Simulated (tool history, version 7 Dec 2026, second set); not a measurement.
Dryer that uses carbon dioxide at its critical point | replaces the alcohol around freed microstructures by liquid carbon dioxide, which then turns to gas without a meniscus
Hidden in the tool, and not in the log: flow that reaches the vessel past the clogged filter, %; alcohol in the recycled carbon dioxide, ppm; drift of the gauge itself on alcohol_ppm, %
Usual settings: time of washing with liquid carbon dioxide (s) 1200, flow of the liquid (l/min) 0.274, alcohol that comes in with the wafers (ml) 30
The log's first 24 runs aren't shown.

run,hour,time of washing with liquid carbon dioxide (s),flow of the liquid (l/min),alcohol that comes in with the wafers (ml),hours of work since the filter was changed,hours of work since the purifier's bed was changed,alcohol left in the vessel before it's heated (ppm by volume)
25,245.1,1680,0.322,26,573,380,144
# hour 250.5: inlet filter changed
26,259.1,1680,0.436,52,7,390,120
27,266.3,1680,0.436,52,12,396,122
28,279.6,1200,0.293,30,23,407,279
29,286.8,840,0.196,112,29,412,9935
30,295,840,0.196,112,35,419,9743
31,311.5,720,0.314,89,48,432,3103
32,320.6,720,0.314,89,55,439,3185
33,335.1,900,0.284,58,66,450,1420
34,344.9,900,0.44,22,74,458,208
35,353.1,720,0.424,106,81,464,1235
36,364.5,1260,0.304,106,89,473,504
37,372.5,900,0.299,106,96,480,2054
38,388.8,1680,0.299,46,109,492,183
39,397.3,1680,0.299,46,115,499,185
40,410.5,1680,0.299,46,126,509,190
41,427.1,1680,0.299,46,139,522,192
42,442,1020,0.274,30,150,534,666
43,452.1,780,0.237,21,158,542,1609
44,460.5,1200,0.233,94,165,549,1727
45,475.7,1200,0.233,94,177,561,1767
46,489.8,1200,0.233,94,188,572,1804

Forecast each of these 5 alternatives for the next run:
A,504.3,1740,0.253,68,199,583,?
B,504.3,840,0.302,85,199,583,?
C,504.3,1200,0.446,23,199,583,?
D,504.3,1200,0.177,30,199,583,?
E,504.3,1080,0.365,30,199,583,?

run,alcohol left in the vessel before it's heated (ppm by volume)
A,286
B,2226
C,190
D,1550
E,287
Without the tool's hidden state the same runs would have given:
run,alcohol left in the vessel before it's heated (ppm by volume)
A,82
B,1774
C,6
D,1218
E,88
